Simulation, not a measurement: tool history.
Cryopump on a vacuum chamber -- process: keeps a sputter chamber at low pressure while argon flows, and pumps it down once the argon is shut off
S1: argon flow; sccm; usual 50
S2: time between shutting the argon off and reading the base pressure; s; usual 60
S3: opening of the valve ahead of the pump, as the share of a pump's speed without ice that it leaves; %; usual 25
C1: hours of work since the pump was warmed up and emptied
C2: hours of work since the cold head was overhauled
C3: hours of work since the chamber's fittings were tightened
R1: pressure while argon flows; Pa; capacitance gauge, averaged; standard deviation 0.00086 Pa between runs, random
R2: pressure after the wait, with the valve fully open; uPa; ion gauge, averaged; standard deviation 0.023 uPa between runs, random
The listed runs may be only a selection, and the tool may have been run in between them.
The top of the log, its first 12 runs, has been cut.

run    hour  S1   S2  S3   C1    C2    C3      R1    R2
 13   789.5  50   60  25  161  1989   472  0.1803  1.16
 14   865.4  50   60  25  208  2036   519  0.1806   1.2
 15   955.7  50   60  25  264  2092   575  0.1845  1.27
 16  1032.6  50   60  25  312  2140   622  0.1852  1.34
 17  1123.8  50  124  25  368  2196   679  0.1896  1.12
 18  1189.2  56  209  58  409  2237   720  0.1034  1.05
 19  1243.4  84   60  17  443  2270   753   0.464  1.53
 20  1301.5  84   60  17  479  2306   789  0.4632  1.53
 21  1362.1  50  151  56  516  2344   827  0.0996  1.29
 22  1431.5  57  220  22  559  2387   870  0.2557  1.35
     1459.5  -- pump warmed up, emptied and cooled again
 23  1480.9  97   60  22   13  2415   897  0.3869  1.43
 24  1538.4  30   60  53   49  2450   933  0.0497  1.49
 25  1616.1  93   60  35   97  2498   981  0.2374  1.53
 26  1707.8  80   71  25  154  2555  1038   0.289  1.51
 27  1795.2  80   71  25  208  2609  1092  0.2916  1.59
 28    1869  80   71  25  254  2655  1138  0.2936  1.66
 29  1935.2  50   33  20  295  2696  1179  0.2302  2.27
 30  1985.7  84  120  43  326  2728  1210  0.1899  1.56
 31  2036.3  51   60  24  358  2759  1242  0.1993  1.95
     2071.7  -- leaking fittings of the chamber tightened, without venting
 32  2116.5  50   88  19  406  2807    28  0.2453  0.67
 33  2165.6  32   29  18  437  2838    58  0.1664  1.48

Each row is a separate what-if for the run after 33, all from the same tool condition, not one after another. Results?
  A  2248.5  67  29  15  488  2889  110   ?   ?
  B  2248.5  57  29  18  488  2889  110   ?   ?
  C  2248.5  66  25  25  488  2889  110   ?   ?

run      R1    R2
  A  0.4149  1.58
  B  0.2978  1.54
  C  0.2549  1.76
With the hidden condition removed and each run's random variation left untouched, the same runs would have given:
run      R1    R2
  A  0.3894  1.38
  B  0.2762  1.34
  C  0.2297  1.56
